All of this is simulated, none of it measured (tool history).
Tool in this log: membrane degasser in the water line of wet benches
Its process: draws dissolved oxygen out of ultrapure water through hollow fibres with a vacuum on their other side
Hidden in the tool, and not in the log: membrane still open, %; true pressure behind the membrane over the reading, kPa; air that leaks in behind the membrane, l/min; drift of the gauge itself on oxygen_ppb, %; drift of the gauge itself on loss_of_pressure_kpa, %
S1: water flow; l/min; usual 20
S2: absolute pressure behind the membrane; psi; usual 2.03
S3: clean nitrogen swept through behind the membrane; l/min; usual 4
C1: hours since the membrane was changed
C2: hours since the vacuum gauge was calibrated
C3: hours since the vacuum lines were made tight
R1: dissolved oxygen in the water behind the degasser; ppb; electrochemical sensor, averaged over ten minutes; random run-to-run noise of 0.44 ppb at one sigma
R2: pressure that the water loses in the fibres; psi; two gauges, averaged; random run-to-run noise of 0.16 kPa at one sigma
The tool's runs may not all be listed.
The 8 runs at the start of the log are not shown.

run	hour	S1	S2	S3	C1	C2	C3	R1	R2
9	801.2	20	2.15	4	3966	3742	1481	153.9	9.578
10	903.4	20	2.15	4	4068	3844	1584	156	9.568
# hour 910.3: vacuum gauge calibrated
11	1008.7	20	2.15	4	4173	98	1688	156.2	9.567
12	1143.7	20	2.15	8.31	4308	233	1823	83.1	9.549
13	1268.9	20	2.03	4	4433	359	1948	147.6	9.587
14	1394.5	21	2.03	4	4559	484	2074	154.5	10.016
15	1524.5	20	2.03	4	4689	614	2204	147.7	9.559
# hour 1598: vacuum gauge calibrated, once more
16	1647.1	20	2.03	4	4811	49	2326	140.8	9.538

Expected results for the next run?
17	1758.4	20	2.03	4	4922	160	2437	?	?

R1: 141.6 ppb
R2: 9.572 psi
Without the tool's hidden state the same run would have given R1 140.3 ppb, R2 9.432 psi.
